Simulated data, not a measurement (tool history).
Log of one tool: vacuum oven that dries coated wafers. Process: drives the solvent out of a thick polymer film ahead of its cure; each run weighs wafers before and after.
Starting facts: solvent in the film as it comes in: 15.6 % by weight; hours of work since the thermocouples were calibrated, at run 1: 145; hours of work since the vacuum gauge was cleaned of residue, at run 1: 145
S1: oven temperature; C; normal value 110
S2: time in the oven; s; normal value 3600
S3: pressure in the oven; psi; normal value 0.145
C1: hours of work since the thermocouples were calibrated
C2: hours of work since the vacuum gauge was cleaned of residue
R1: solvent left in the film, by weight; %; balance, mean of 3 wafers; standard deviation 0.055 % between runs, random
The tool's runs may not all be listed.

Run 1, hour 0: usual settings; C1 145; C2 145. Result: R1 2.28 %.
Run 2, hour 27.3: usual settings; C1 159; C2 159. Result: R1 2.49 %.
Run 3, hour 53.4: usual settings but S3 0.389 psi; C1 173; C2 173. Result: R1 4.16 %.
Run 4, hour 73.3: usual settings but S1 113 C; C1 183; C2 183. Result: R1 1.97 %.
Run 5, hour 95.8: usual settings but S3 0.074 psi; C1 195; C2 195. Result: R1 1.92 %.
Run 6, hour 118.3: usual settings but S3 0.074 psi; C1 207; C2 207. Result: R1 1.97 %.
Run 7, hour 136.4: usual settings but S1 108 C, S3 0.074 psi; C1 217; C2 217. Result: R1 2.27 %.
Run 8, hour 165.8: usual settings but S1 108 C, S2 1920 s, S3 0.074 psi; C1 232; C2 232. Result: R1 4.75 %.
Run 9, hour 200: usual settings but S1 108 C, S2 1920 s, S3 0.074 psi; C1 250; C2 250. Result: R1 4.82 %.
Run 10, hour 236.8: usual settings; C1 270; C2 270. Result: R1 2.51 %.
Run 11, hour 266.8: usual settings; C1 286; C2 286. Result: R1 2.53 %.
Run 12, hour 302.4: usual settings; C1 304; C2 304. Result: R1 2.57 %.
Run 13, hour 337: usual settings; C1 323; C2 323. Result: R1 2.47 %.
Run 14, hour 375.4: usual settings but S1 105 C; C1 343; C2 343. Result: R1 3.53 %.
Run 15, hour 399.8: usual settings; C1 356; C2 356. Result: R1 2.54 %.
Run 16, hour 425.4: usual settings; C1 369; C2 369. Result: R1 2.61 %.
Run 17, hour 455.8: usual settings but S2 5160 s, S3 0.107 psi; C1 385; C2 385. Result: R1 1.45 %.
Run 18, hour 479.2: usual settings but S1 116 C, S2 6180 s, S3 0.107 psi; C1 398; C2 398. Result: R1 0.85 %.
Run 19, hour 515: usual settings but S1 118 C, S2 3420 s, S3 0.107 psi; C1 416; C2 416. Result: R1 1.27 %.
Run 20, hour 556: usual settings but S1 101 C, S2 6060 s; C1 438; C2 438. Result: R1 2.84 %.
Run 21, hour 577.9: usual settings but S1 101 C, S2 6060 s; C1 450; C2 450. Result: R1 2.92 %.
Run 22, hour 615.8: usual settings but S1 105 C, S2 4200 s, S3 0.483 psi; C1 470; C2 470. Result: R1 6.02 %.
Run 23, hour 652.5: usual settings but S1 121 C, S3 0.162 psi; C1 489; C2 489. Result: R1 1.33 %.
Run 24, hour 692.2: usual settings but S1 121 C, S2 4980 s, S3 0.109 psi; C1 510; C2 510. Result: R1 0.83 %.
Run 25, hour 715.6: usual settings but S1 113 C, S3 0.161 psi; C1 522; C2 522. Result: R1 2.4 %.
Run 26, hour 744.2: usual settings but S1 113 C, S3 0.161 psi; C1 537; C2 537. Result: R1 2.25 %.
Run 27, hour 764.7: usual settings but S1 113 C, S3 0.161 psi; C1 548; C2 548. Result: R1 2.31 %.
Run 28, hour 792: usual settings but S1 113 C, S3 0.161 psi; C1 563; C2 563. Result: R1 2.28 %.
Run 29, hour 828.7: usual settings but S1 101 C, S2 6300 s, S3 0.515 psi; C1 582; C2 582. Result: R1 6.65 %.
Run 30, hour 871.4: usual settings but S1 117 C; C1 605; C2 605. Result: R1 1.67 %.
Run 31, hour 892.2: usual settings but S1 117 C, S3 0.138 psi; C1 616; C2 616. Result: R1 1.56 %.

Consider 4 possible next runs. They are alternatives, not a sequence: every one starts from the tool as it was left by run 31. What does each give?
Run A, hour 931.2: usual settings but S1 112 C, S2 2700 s, S3 0.128 psi; C1 636; C2 636. Result: R1 ?.
Run B, hour 931.2: usual settings but S1 123 C, S2 2100 s, S3 0.138 psi; C1 636; C2 636. Result: R1 ?.
Run C, hour 931.2: usual settings but S1 105 C, S2 4140 s, S3 0.306 psi; C1 636; C2 636. Result: R1 ?.
Run D, hour 931.2: usual settings but S1 112 C, S2 5160 s, S3 0.205 psi; C1 636; C2 636. Result: R1 ?.

run    R1
  A  3.01
  B  2.03
  C  4.74
  D  2.14
Had the tool no hidden state, the same runs would have come out as:
run    R1
  A  2.57
  B   1.7
  C  4.18
  D  1.77
